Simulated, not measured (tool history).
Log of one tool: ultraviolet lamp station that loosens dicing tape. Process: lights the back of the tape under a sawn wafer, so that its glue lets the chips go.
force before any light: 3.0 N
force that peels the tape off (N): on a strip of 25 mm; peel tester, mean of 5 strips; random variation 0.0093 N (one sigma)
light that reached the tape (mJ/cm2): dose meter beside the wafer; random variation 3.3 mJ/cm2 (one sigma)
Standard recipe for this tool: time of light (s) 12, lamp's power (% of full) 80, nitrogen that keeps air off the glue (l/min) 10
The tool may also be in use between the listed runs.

run,hour,time of light (s),lamp's power (% of full),nitrogen that keeps air off the glue (l/min),force that peels the tape off (N),light that reached the tape (mJ/cm2)
1,0,12,80,10,0.511,429
2,39.1,12,80,10,0.515,425
3,70.9,12,80,10,0.53,419
4,101,12,80,10,0.534,413
5,127.3,12,80,10,0.533,411
6,151.8,12,80,10,0.539,408
7,182.8,12,80,10,0.578,405
8,208.9,12,62,10,0.77,310
9,237,12,62,10,0.766,305
# hour 240.3: window cleaned of glue's vapour
10,258.2,12,62,10,0.803,298
11,298.1,12,62,10,0.829,291
12,328.4,12,80,10,0.605,373
13,370,12,80,10,0.612,368
# hour 391.6: lamp changed
14,412.1,12,80,10,0.432,479
# hour 441.3: window cleaned of glue's vapour, once more
15,443.5,8,67,13,0.751,289
16,463.6,12,63,10,0.557,399
17,496.5,14,83,10,0.318,607
18,532.3,6,81,10,1.013,249
19,571.3,6,92,5,1.117,279
20,601.2,6,64,8,1.33,190
21,641,6,64,8,1.322,189
22,662.3,6,84,7,1.141,249
23,681.7,10,84,6,0.681,410

4 ways to go on from here, each from the tool as it stands after run 23. What would each give?
A,699.6,10,84,6,?,?
B,699.6,12,62,7,?,?
C,699.6,9,80,10,?,?
D,699.6,21,84,6,?,?

run,force that peels the tape off (N),light that reached the tape (mJ/cm2)
A,0.685,409
B,0.736,361
C,0.663,352
D,0.262,857
With the hidden condition removed and each run's random variation left untouched, the same runs would have given:
run,force that peels the tape off (N),light that reached the tape (mJ/cm2)
A,0.597,454
B,0.644,401
C,0.576,391
D,0.237,953
